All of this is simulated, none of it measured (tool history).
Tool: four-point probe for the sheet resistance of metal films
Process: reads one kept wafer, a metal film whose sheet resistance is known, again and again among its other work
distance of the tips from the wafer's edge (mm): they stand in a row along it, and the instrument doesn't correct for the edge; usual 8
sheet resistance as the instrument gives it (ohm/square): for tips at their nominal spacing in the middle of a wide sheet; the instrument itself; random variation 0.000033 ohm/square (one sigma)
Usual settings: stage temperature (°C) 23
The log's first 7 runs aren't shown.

run    hour  stage temperature (°C)  distance of the tips from the wafer's edge (mm)  touches since the probe head was changed  hours of work since the stage's thermometer was calibrated  sheet resistance as the instrument gives it (ohm/square)
  8   331.3                      21                                                8                                     19578                                                        1718                                                  0.184421
  9   361.0                      23                                                8                                     20123                                                        1735                                                  0.184572
 10   393.9                      23                                                9                                     20727                                                        1753                                                  0.184586
 11   439.9                      23                                                9                                     21573                                                        1780                                                  0.184555
 12   470.6                      31                                                8                                     22138                                                        1798                                                  0.185244
 13   524.9                      31                                               13                                     23134                                                        1829                                                  0.184921
 14   589.2                      31                                               13                                     24318                                                        1866                                                  0.184898
 15   630.3                      31                                               13                                     25073                                                        1889                                                  0.184920
      635.6  -- stage's thermometer calibrated
 16   676.1                      31                                               13                                     25904                                                          23                                                  0.184663
 17   724.8                      31                                               13                                     26799                                                          51                                                  0.184748
 18   755.3                      29                                                8                                     27361                                                          69                                                  0.184803
 19   827.5                      29                                                8                                     28687                                                         110                                                  0.184840
 20   888.2                      29                                                8                                     29802                                                         145                                                  0.184848
 21   932.3                      29                                                8                                     30613                                                         170                                                  0.184784
 22   977.1                      29                                                8                                     31436                                                         196                                                  0.184761
 23  1028.2                      19                                               20                                     32375                                                         225                                                  0.183713

Forecast run 24:
     1054.1  -- stage's thermometer calibrated, once more
 24  1078.2                      19                                               20                                     33284                                                          14                                                         ?

Run 24 gave sheet resistance as the instrument gives it (ohm/square) 0.184565.
Without the tool's hidden state the same run would have given sheet resistance as the instrument gives it (ohm/square) 0.184595.
